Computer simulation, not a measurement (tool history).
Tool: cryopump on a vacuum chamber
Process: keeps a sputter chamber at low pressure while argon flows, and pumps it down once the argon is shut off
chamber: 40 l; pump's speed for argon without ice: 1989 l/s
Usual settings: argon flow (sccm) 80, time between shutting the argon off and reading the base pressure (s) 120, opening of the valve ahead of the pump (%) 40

run    day  argon flow (sccm)  time between shutting the argon off and reading the base pressure (s)  opening of the valve ahead of the pump (%)  pressure while argon flows (Pa)  pressure after the wait (uPa)
  1  0.000                 80                                                                    120                                          40                           0.1916                           0.46
  2  0.475                 80                                                                    120                                          40                           0.1921                           0.49
  3  0.875                 61                                                                    120                                          40                           0.1462                           0.47
  4  1.321                 61                                                                    120                                          40                           0.1470                           0.48
  5  2.162                121                                                                    120                                          40                           0.2920                           0.46
  6  2.775                 80                                                                    120                                          40                           0.1930                           0.50
  7  3.317                 80                                                                    120                                          40                           0.1963                           0.50
  8  3.825                 80                                                                    120                                          40                           0.1934                           0.46
  9  4.579                 80                                                                     47                                          40                           0.1958                           0.86

Forecast run 10:
 10  4.983                 80                                                                    164                                          42                                ?                              ?

Run 10 gave pressure while argon flows (Pa) 0.1880, pressure after the wait (uPa) 0.43.
Without the tool's hidden state the same run would have given pressure while argon flows (Pa) 0.1622, pressure after the wait (uPa) 0.31.
